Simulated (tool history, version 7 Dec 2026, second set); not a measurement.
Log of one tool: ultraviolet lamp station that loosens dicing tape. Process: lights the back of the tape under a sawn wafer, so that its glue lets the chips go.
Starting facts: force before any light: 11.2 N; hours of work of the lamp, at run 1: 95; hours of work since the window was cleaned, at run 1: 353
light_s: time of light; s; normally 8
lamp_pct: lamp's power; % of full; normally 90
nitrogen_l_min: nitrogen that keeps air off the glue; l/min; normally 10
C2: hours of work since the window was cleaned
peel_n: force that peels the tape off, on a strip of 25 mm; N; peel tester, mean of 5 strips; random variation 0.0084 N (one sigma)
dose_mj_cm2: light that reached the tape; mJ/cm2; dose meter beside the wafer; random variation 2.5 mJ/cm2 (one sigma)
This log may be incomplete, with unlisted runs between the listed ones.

run 1 hour=0 | light_s=8 lamp_pct=90 nitrogen_l_min=10 | hours_of_work_of_the_lamp=95 C2=353 | peel_n=0.342 dose_mj_cm2=309
run 2 hour=11.7 | light_s=8 lamp_pct=90 nitrogen_l_min=10 | hours_of_work_of_the_lamp=103 C2=361 | peel_n=0.316 dose_mj_cm2=310
run 3 hour=23.3 | light_s=8 lamp_pct=90 nitrogen_l_min=10 | hours_of_work_of_the_lamp=111 C2=369 | peel_n=0.329 dose_mj_cm2=307
run 4 hour=32.4 | light_s=8 lamp_pct=90 nitrogen_l_min=10 | hours_of_work_of_the_lamp=117 C2=375 | peel_n=0.321 dose_mj_cm2=307
run 5 hour=44.6 | light_s=8 lamp_pct=90 nitrogen_l_min=10 | hours_of_work_of_the_lamp=126 C2=384 | peel_n=0.336 dose_mj_cm2=310
run 6 hour=60.4 | light_s=8 lamp_pct=90 nitrogen_l_min=10 | hours_of_work_of_the_lamp=136 C2=394 | peel_n=0.339 dose_mj_cm2=308
run 7 hour=67.1 | light_s=8 lamp_pct=90 nitrogen_l_min=5 | hours_of_work_of_the_lamp=141 C2=399 | peel_n=0.581 dose_mj_cm2=309
-- hour=68.7 window cleaned of glue's vapour
run 8 hour=77.7 | light_s=8 lamp_pct=90 nitrogen_l_min=5 | hours_of_work_of_the_lamp=148 C2=6 | peel_n=0.581 dose_mj_cm2=310
run 9 hour=93.6 | light_s=14 lamp_pct=90 nitrogen_l_min=10 | hours_of_work_of_the_lamp=159 C2=17 | peel_n=0.116 dose_mj_cm2=541
run 10 hour=108.2 | light_s=8 lamp_pct=90 nitrogen_l_min=10 | hours_of_work_of_the_lamp=169 C2=27 | peel_n=0.341 dose_mj_cm2=306
run 11 hour=118.9 | light_s=8 lamp_pct=90 nitrogen_l_min=10 | hours_of_work_of_the_lamp=176 C2=35 | peel_n=0.337 dose_mj_cm2=309
run 12 hour=132.3 | light_s=8 lamp_pct=90 nitrogen_l_min=10 | hours_of_work_of_the_lamp=185 C2=44 | peel_n=0.329 dose_mj_cm2=312
run 13 hour=145.7 | light_s=8 lamp_pct=90 nitrogen_l_min=10 | hours_of_work_of_the_lamp=195 C2=53 | peel_n=0.353 dose_mj_cm2=307
run 14 hour=157.7 | light_s=8 lamp_pct=90 nitrogen_l_min=10 | hours_of_work_of_the_lamp=203 C2=61 | peel_n=0.329 dose_mj_cm2=309
run 15 hour=172.8 | light_s=8 lamp_pct=90 nitrogen_l_min=10 | hours_of_work_of_the_lamp=213 C2=72 | peel_n=0.339 dose_mj_cm2=309
run 16 hour=184.6 | light_s=8 lamp_pct=90 nitrogen_l_min=10 | hours_of_work_of_the_lamp=221 C2=80 | peel_n=0.336 dose_mj_cm2=309
run 17 hour=198.2 | light_s=8 lamp_pct=68 nitrogen_l_min=10 | hours_of_work_of_the_lamp=231 C2=89 | peel_n=0.726 dose_mj_cm2=233
run 18 hour=209.7 | light_s=8 lamp_pct=68 nitrogen_l_min=10 | hours_of_work_of_the_lamp=239 C2=97 | peel_n=0.714 dose_mj_cm2=234
run 19 hour=223.1 | light_s=15 lamp_pct=81 nitrogen_l_min=7 | hours_of_work_of_the_lamp=248 C2=106 | peel_n=0.139 dose_mj_cm2=513
run 20 hour=238.8 | light_s=15 lamp_pct=81 nitrogen_l_min=7 | hours_of_work_of_the_lamp=259 C2=117 | peel_n=0.128 dose_mj_cm2=518
run 21 hour=247.5 | light_s=15 lamp_pct=81 nitrogen_l_min=7 | hours_of_work_of_the_lamp=265 C2=123 | peel_n=0.136 dose_mj_cm2=519
run 22 hour=254.3 | light_s=13 lamp_pct=90 nitrogen_l_min=3 | hours_of_work_of_the_lamp=269 C2=128 | peel_n=0.258 dose_mj_cm2=506
run 23 hour=267.3 | light_s=13 lamp_pct=90 nitrogen_l_min=3 | hours_of_work_of_the_lamp=278 C2=137 | peel_n=0.252 dose_mj_cm2=499
run 24 hour=274.7 | light_s=13 lamp_pct=90 nitrogen_l_min=3 | hours_of_work_of_the_lamp=283 C2=142 | peel_n=0.259 dose_mj_cm2=503
run 25 hour=288 | light_s=14 lamp_pct=86 nitrogen_l_min=10 | hours_of_work_of_the_lamp=292 C2=151 | peel_n=0.108 dose_mj_cm2=516
run 26 hour=297.1 | light_s=6 lamp_pct=83 nitrogen_l_min=10 | hours_of_work_of_the_lamp=299 C2=157 | peel_n=0.895 dose_mj_cm2=212
run 27 hour=306.4 | light_s=6 lamp_pct=77 nitrogen_l_min=7 | hours_of_work_of_the_lamp=305 C2=163 | peel_n=1.311 dose_mj_cm2=198
run 28 hour=313.2 | light_s=6 lamp_pct=77 nitrogen_l_min=7 | hours_of_work_of_the_lamp=310 C2=168 | peel_n=1.281 dose_mj_cm2=198
run 29 hour=328.4 | light_s=14 lamp_pct=78 nitrogen_l_min=10 | hours_of_work_of_the_lamp=320 C2=179 | peel_n=0.141 dose_mj_cm2=473
run 30 hour=339 | light_s=14 lamp_pct=78 nitrogen_l_min=10 | hours_of_work_of_the_lamp=328 C2=186 | peel_n=0.135 dose_mj_cm2=468
run 31 hour=348.3 | light_s=14 lamp_pct=78 nitrogen_l_min=10 | hours_of_work_of_the_lamp=334 C2=192 | peel_n=0.125 dose_mj_cm2=472

Consider 3 possible next runs. They are alternatives, not a sequence: every one starts from the tool as it was left by run 31. What does each give?
run A hour=361.2 | light_s=8 lamp_pct=90 nitrogen_l_min=6 | hours_of_work_of_the_lamp=343 C2=201 | peel_n=? dose_mj_cm2=?
run B hour=361.2 | light_s=14 lamp_pct=74 nitrogen_l_min=6 | hours_of_work_of_the_lamp=343 C2=201 | peel_n=? dose_mj_cm2=?
run C hour=361.2 | light_s=12 lamp_pct=84 nitrogen_l_min=6 | hours_of_work_of_the_lamp=343 C2=201 | peel_n=? dose_mj_cm2=?

run=A peel_n=0.499 dose_mj_cm2=308
run=B peel_n=0.205 dose_mj_cm2=443
run=C peel_n=0.206 dose_mj_cm2=431
Without the tool's hidden state the same runs would have given:
run=A peel_n=0.498 dose_mj_cm2=309
run=B peel_n=0.205 dose_mj_cm2=443
run=C peel_n=0.206 dose_mj_cm2=431

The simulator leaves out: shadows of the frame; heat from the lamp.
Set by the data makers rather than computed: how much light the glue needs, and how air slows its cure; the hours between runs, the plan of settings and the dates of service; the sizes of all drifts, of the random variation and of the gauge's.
